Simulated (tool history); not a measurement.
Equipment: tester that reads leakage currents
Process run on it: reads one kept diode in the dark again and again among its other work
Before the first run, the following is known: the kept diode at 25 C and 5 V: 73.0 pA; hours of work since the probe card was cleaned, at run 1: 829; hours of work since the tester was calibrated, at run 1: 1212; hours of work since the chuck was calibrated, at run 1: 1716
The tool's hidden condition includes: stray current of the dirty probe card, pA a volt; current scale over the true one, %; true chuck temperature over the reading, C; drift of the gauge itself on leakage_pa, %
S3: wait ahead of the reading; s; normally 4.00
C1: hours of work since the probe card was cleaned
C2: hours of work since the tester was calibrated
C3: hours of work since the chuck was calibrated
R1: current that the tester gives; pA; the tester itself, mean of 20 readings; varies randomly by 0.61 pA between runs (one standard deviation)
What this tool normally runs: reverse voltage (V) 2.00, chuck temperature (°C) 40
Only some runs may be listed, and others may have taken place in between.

run 1 hour=0.0 | reverse_voltage_(V)=2.00 chuck_temperature_(°C)=40 S3=4.00 | C1=829 C2=1212 C3=1716 | R1=200.21
run 2 hour=26.6 | reverse_voltage_(V)=2.00 chuck_temperature_(°C)=40 S3=4.00 | C1=848 C2=1231 C3=1735 | R1=199.78
run 3 hour=65.9 | reverse_voltage_(V)=2.00 chuck_temperature_(°C)=40 S3=4.00 | C1=876 C2=1259 C3=1763 | R1=200.33
run 4 hour=111.1 | reverse_voltage_(V)=2.00 chuck_temperature_(°C)=40 S3=4.00 | C1=909 C2=1292 C3=1796 | R1=200.45
run 5 hour=137.2 | reverse_voltage_(V)=2.00 chuck_temperature_(°C)=40 S3=4.00 | C1=928 C2=1311 C3=1815 | R1=198.59
run 6 hour=157.3 | reverse_voltage_(V)=2.00 chuck_temperature_(°C)=40 S3=4.00 | C1=942 C2=1325 C3=1829 | R1=199.28
run 7 hour=188.9 | reverse_voltage_(V)=2.00 chuck_temperature_(°C)=40 S3=7.25 | C1=965 C2=1348 C3=1852 | R1=198.69
run 8 hour=230.6 | reverse_voltage_(V)=2.00 chuck_temperature_(°C)=40 S3=7.25 | C1=995 C2=1378 C3=1882 | R1=198.48
run 9 hour=265.0 | reverse_voltage_(V)=2.00 chuck_temperature_(°C)=40 S3=7.25 | C1=1020 C2=1403 C3=1907 | R1=199.23
run 10 hour=293.0 | reverse_voltage_(V)=2.00 chuck_temperature_(°C)=40 S3=7.25 | C1=1040 C2=1423 C3=1927 | R1=198.47
run 11 hour=337.1 | reverse_voltage_(V)=2.00 chuck_temperature_(°C)=40 S3=4.00 | C1=1072 C2=1455 C3=1959 | R1=197.55
run 12 hour=380.7 | reverse_voltage_(V)=2.00 chuck_temperature_(°C)=40 S3=4.00 | C1=1103 C2=1486 C3=1990 | R1=198.87
run 13 hour=422.4 | reverse_voltage_(V)=2.00 chuck_temperature_(°C)=40 S3=4.00 | C1=1133 C2=1517 C3=2021 | R1=198.02
run 14 hour=469.0 | reverse_voltage_(V)=2.00 chuck_temperature_(°C)=40 S3=4.00 | C1=1167 C2=1550 C3=2054 | R1=197.55
run 15 hour=494.0 | reverse_voltage_(V)=6.28 chuck_temperature_(°C)=47 S3=3.09 | C1=1185 C2=1568 C3=2072 | R1=505.91
run 16 hour=527.0 | reverse_voltage_(V)=17.68 chuck_temperature_(°C)=31 S3=0.46 | C1=1209 C2=1592 C3=2096 | R1=209.86
run 17 hour=564.4 | reverse_voltage_(V)=17.68 chuck_temperature_(°C)=31 S3=0.46 | C1=1236 C2=1619 C3=2123 | R1=210.48
run 18 hour=606.6 | reverse_voltage_(V)=6.01 chuck_temperature_(°C)=29 S3=4.00 | C1=1266 C2=1649 C3=2153 | R1=112.36
run 19 hour=634.4 | reverse_voltage_(V)=5.73 chuck_temperature_(°C)=29 S3=1.04 | C1=1286 C2=1670 C3=2174 | R1=111.10
run 20 hour=668.6 | reverse_voltage_(V)=2.88 chuck_temperature_(°C)=37 S3=4.72 | C1=1311 C2=1694 C3=2198 | R1=171.93
run 21 hour=692.1 | reverse_voltage_(V)=2.88 chuck_temperature_(°C)=37 S3=0.78 | C1=1328 C2=1711 C3=2215 | R1=173.59
run 22 hour=718.9 | reverse_voltage_(V)=2.88 chuck_temperature_(°C)=37 S3=0.78 | C1=1347 C2=1730 C3=2234 | R1=173.05
run 23 hour=743.7 | reverse_voltage_(V)=6.81 chuck_temperature_(°C)=40 S3=0.40 | C1=1365 C2=1748 C3=2252 | R1=300.02
run 24 hour=767.0 | reverse_voltage_(V)=4.66 chuck_temperature_(°C)=40 S3=1.31 | C1=1382 C2=1765 C3=2269 | R1=260.30
run 25 hour=800.3 | reverse_voltage_(V)=15.68 chuck_temperature_(°C)=40 S3=3.54 | C1=1406 C2=1789 C3=2293 | R1=389.20

What if the next run were any one of these 5? Each begins from the tool's condition after run 25:
run A hour=840.5 | reverse_voltage_(V)=1.48 chuck_temperature_(°C)=40 S3=0.31 | C1=1435 C2=1818 C3=2322 | R1=?
run B hour=840.5 | reverse_voltage_(V)=2.00 chuck_temperature_(°C)=40 S3=4.16 | C1=1435 C2=1818 C3=2322 | R1=?
run C hour=840.5 | reverse_voltage_(V)=15.68 chuck_temperature_(°C)=40 S3=4.75 | C1=1435 C2=1818 C3=2322 | R1=?
run D hour=840.5 | reverse_voltage_(V)=9.30 chuck_temperature_(°C)=25 S3=3.54 | C1=1435 C2=1818 C3=2322 | R1=?
run E hour=840.5 | reverse_voltage_(V)=15.68 chuck_temperature_(°C)=27 S3=3.54 | C1=1435 C2=1818 C3=2322 | R1=?

run=A R1=179.63
run=B R1=196.35
run=C R1=390.39
run=D R1=96.08
run=E R1=139.18
Had the tool no hidden state, the same runs would have come out as:
run=A R1=190.85
run=B R1=208.14
run=C R1=395.83
run=D R1=89.63
run=E R1=126.43
